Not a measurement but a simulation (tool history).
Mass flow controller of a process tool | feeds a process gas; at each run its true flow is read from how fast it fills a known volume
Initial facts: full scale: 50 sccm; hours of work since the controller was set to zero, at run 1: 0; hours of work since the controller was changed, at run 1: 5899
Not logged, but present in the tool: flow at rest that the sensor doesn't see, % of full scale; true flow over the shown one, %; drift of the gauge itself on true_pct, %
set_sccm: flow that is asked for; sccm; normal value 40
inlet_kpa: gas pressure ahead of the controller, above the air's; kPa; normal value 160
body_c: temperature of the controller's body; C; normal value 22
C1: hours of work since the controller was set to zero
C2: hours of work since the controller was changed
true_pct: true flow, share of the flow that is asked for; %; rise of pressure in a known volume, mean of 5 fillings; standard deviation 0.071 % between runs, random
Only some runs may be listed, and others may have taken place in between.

Run 1, day 0: usual settings; C1 0; C2 5899. Result: true_pct 97.75 %.
Run 2, day 13.279: usual settings; C1 239; C2 6138. Result: true_pct 97.7 %.
Run 3, day 29.204: usual settings; C1 526; C2 6424. Result: true_pct 97.72 %.
Run 4, day 40.283: usual settings but body_c 38 C; C1 725; C2 6624. Result: true_pct 97.25 %.
Run 5, day 47.242: usual settings but set_sccm 8 sccm, body_c 38 C; C1 850; C2 6749. Result: true_pct 97.17 %.
Run 6, day 58.671: usual settings; C1 1056; C2 6955. Result: true_pct 97.63 %.
Run 7, day 73.083: usual settings but inlet_kpa 192 kPa; C1 1315; C2 7214. Result: true_pct 97.99 %.
Run 8, day 88.125: usual settings but inlet_kpa 192 kPa; C1 1586; C2 7485. Result: true_pct 97.84 %.
Run 9, day 99.908: usual settings; C1 1798; C2 7697. Result: true_pct 97.7 %.
Run 10, day 109.575: usual settings; C1 1972; C2 7871. Result: true_pct 97.65 %.
Run 11, day 116.921: usual settings but inlet_kpa 211 kPa; C1 2104; C2 8003. Result: true_pct 98.03 %.
Run 12, day 133.058: usual settings; C1 2394; C2 8293. Result: true_pct 97.61 %.
Run 13, day 145.921: usual settings; C1 2626; C2 8525. Result: true_pct 97.6 %.
Run 14, day 160.583: usual settings; C1 2890; C2 8789. Result: true_pct 97.6 %.
Run 15, day 171.45: usual settings; C1 3085; C2 8984. Result: true_pct 97.49 %.
Run 16, day 182.054: usual settings; C1 3276; C2 9175. Result: true_pct 97.65 %.
Run 17, day 191.879: usual settings; C1 3453; C2 9352. Result: true_pct 97.6 %.
Run 18, day 203.267: usual settings but body_c 31 C; C1 3658; C2 9557. Result: true_pct 97.25 %.
Run 19, day 213.342: usual settings; C1 3839; C2 9738. Result: true_pct 97.58 %.
At day 214.888: controller's zero set anew.
Run 20, day 221.225: usual settings but body_c 23 C; C1 114; C2 9879. Result: true_pct 97.76 %.
Run 21, day 234.088: usual settings; C1 346; C2 10111. Result: true_pct 97.9 %.
At day 240.95: controller's zero set anew, once more.
Run 22, day 250.375: usual settings; C1 170; C2 10404. Result: true_pct 96.12 %.
Run 23, day 263.062: usual settings; C1 398; C2 10632. Result: true_pct 96.3 %.
Run 24, day 272.942: usual settings; C1 576; C2 10810. Result: true_pct 96.16 %.
Run 25, day 287.508: usual settings but set_sccm 11 sccm, inlet_kpa 246 kPa, body_c 28 C; C1 838; C2 11072. Result: true_pct 96.34 %.
Run 26, day 301.971: usual settings but set_sccm 24 sccm, inlet_kpa 233 kPa; C1 1098; C2 11332. Result: true_pct 96.41 %.
Run 27, day 317.958: usual settings but set_sccm 24 sccm, inlet_kpa 233 kPa; C1 1386; C2 11620. Result: true_pct 96.56 %.
Run 28, day 333.488: usual settings but set_sccm 24 sccm, inlet_kpa 233 kPa; C1 1665; C2 11899. Result: true_pct 96.55 %.
Run 29, day 340.575: usual settings but set_sccm 24 sccm, inlet_kpa 233 kPa; C1 1793; C2 12027. Result: true_pct 96.66 %.
Run 30, day 348.017: usual settings but set_sccm 13 sccm, inlet_kpa 158 kPa, body_c 27 C; C1 1927; C2 12161. Result: true_pct 96.42 %.
At day 356.858: controller exchanged for a calibrated one.
Run 31, day 362.983: usual settings but set_sccm 13 sccm, inlet_kpa 162 kPa, body_c 21 C; C1 110; C2 110. Result: true_pct 98.56 %.
Run 32, day 369.979: usual settings but set_sccm 5 sccm, inlet_kpa 145 kPa, body_c 25 C; C1 236; C2 236. Result: true_pct 98.58 %.
Run 33, day 378.896: usual settings but inlet_kpa 244 kPa, body_c 21 C; C1 397; C2 397. Result: true_pct 99.97 %.
Run 34, day 390.325: usual settings but inlet_kpa 244 kPa, body_c 21 C; C1 602; C2 602. Result: true_pct 99.87 %.
Run 35, day 401.908: usual settings but set_sccm 15 sccm, inlet_kpa 239 kPa, body_c 30 C; C1 811; C2 811. Result: true_pct 99.01 %.
Run 36, day 411.354: usual settings but set_sccm 15 sccm, inlet_kpa 239 kPa, body_c 30 C; C1 981; C2 981. Result: true_pct 99.16 %.
Run 37, day 418.246: usual settings but set_sccm 6 sccm; C1 1105; C2 1105. Result: true_pct 99.96 %.
Run 38, day 433.438: usual settings but set_sccm 6 sccm; C1 1378; C2 1378. Result: true_pct 100.37 %.
Run 39, day 444.296: usual settings but set_sccm 7 sccm, inlet_kpa 197 kPa, body_c 24 C; C1 1573; C2 1573. Result: true_pct 100.48 %.
Run 40, day 451.812: usual settings but set_sccm 6 sccm, inlet_kpa 180 kPa; C1 1709; C2 1709. Result: true_pct 101.08 %.
Run 41, day 465.446: usual settings but set_sccm 6 sccm, inlet_kpa 211 kPa, body_c 29 C; C1 1954; C2 1954. Result: true_pct 101.55 %.
Run 42, day 472.721: usual settings but set_sccm 6 sccm, inlet_kpa 211 kPa, body_c 29 C; C1 2085; C2 2085. Result: true_pct 101.56 %.
Run 43, day 483.779: usual settings but set_sccm 15 sccm; C1 2284; C2 2284. Result: true_pct 99.39 %.
Run 44, day 493.942: usual settings but set_sccm 15 sccm, body_c 31 C; C1 2467; C2 2467. Result: true_pct 99.28 %.
Run 45, day 500.842: usual settings but set_sccm 15 sccm, body_c 31 C; C1 2591; C2 2591. Result: true_pct 99.3 %.

What if the next run were any one of these 5? Each begins from the tool's condition after run 45:
Run A, day 509.658: usual settings but set_sccm 45 sccm, inlet_kpa 178 kPa, body_c 39 C; C1 2750; C2 2750. Result: true_pct ?.
Run B, day 509.658: usual settings but set_sccm 41 sccm, body_c 31 C; C1 2750; C2 2750. Result: true_pct ?.
Run C, day 509.658: usual settings but set_sccm 44 sccm, body_c 26 C; C1 2750; C2 2750. Result: true_pct ?.
Run D, day 509.658: usual settings but set_sccm 37 sccm, inlet_kpa 220 kPa; C1 2750; C2 2750. Result: true_pct ?.
Run E, day 509.658: usual settings but inlet_kpa 235 kPa, body_c 30 C; C1 2750; C2 2750. Result: true_pct ?.

run  true_pct
  A     98.68
  B     98.79
  C        99
  D     99.45
  E     99.43
Had the tool no hidden state, the same runs would have come out as:
run  true_pct
  A     99.15
  B     99.19
  C     99.45
  D     99.76
  E      99.8
